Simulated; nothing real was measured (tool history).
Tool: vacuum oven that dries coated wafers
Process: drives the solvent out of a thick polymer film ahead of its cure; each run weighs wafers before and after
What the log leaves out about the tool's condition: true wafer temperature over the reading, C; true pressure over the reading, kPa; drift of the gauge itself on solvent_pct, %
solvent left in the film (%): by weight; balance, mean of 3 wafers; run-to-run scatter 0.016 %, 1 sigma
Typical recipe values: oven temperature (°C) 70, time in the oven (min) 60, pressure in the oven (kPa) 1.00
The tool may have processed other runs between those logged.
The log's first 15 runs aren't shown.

run	hour	oven temperature (°C)	time in the oven (min)	pressure in the oven (kPa)	hours of work since the thermocouples were calibrated	hours of work since the vacuum gauge was cleaned of residue	solvent left in the film (%)
16	1135.4	70	60	1.00	104	176	0.78
17	1212.7	70	60	1.00	156	228	0.83
18	1271.6	70	61	1.00	196	268	0.83
19	1350.8	67	60	1.00	250	322	1.43
20	1448.2	70	63	1.00	315	388	0.81
21	1510.9	70	63	1.00	358	430	0.82
22	1608.5	70	63	1.00	424	496	0.83
23	1677.3	70	63	1.00	471	543	0.86
24	1741.1	70	38	0.54	514	586	2.12
25	1803.2	70	38	0.54	556	628	2.15
26	1857.7	61	98	2.88	593	665	2.31
27	1940.0	61	98	2.88	648	721	2.34
28	1991.9	61	98	2.88	683	756	2.37
29	2106.1	58	81	1.00	761	833	3.55
30	2179.0	58	81	1.00	810	882	3.53
# hour 2210.0: oven's thermocouples calibrated
31	2283.9	58	81	1.00	50	952	3.17
32	2365.3	73	60	3.66	105	1007	1.01
33	2470.4	57	72	1.34	176	1078	4.16

Run 34 comes next. What will it give?
34	2540.9	70	96	3.44	224	1126	?

{"run 34": {"solvent left in the film (%)": 0.91}}
Without the tool's hidden state the same run would have given solvent left in the film (%) 0.77.
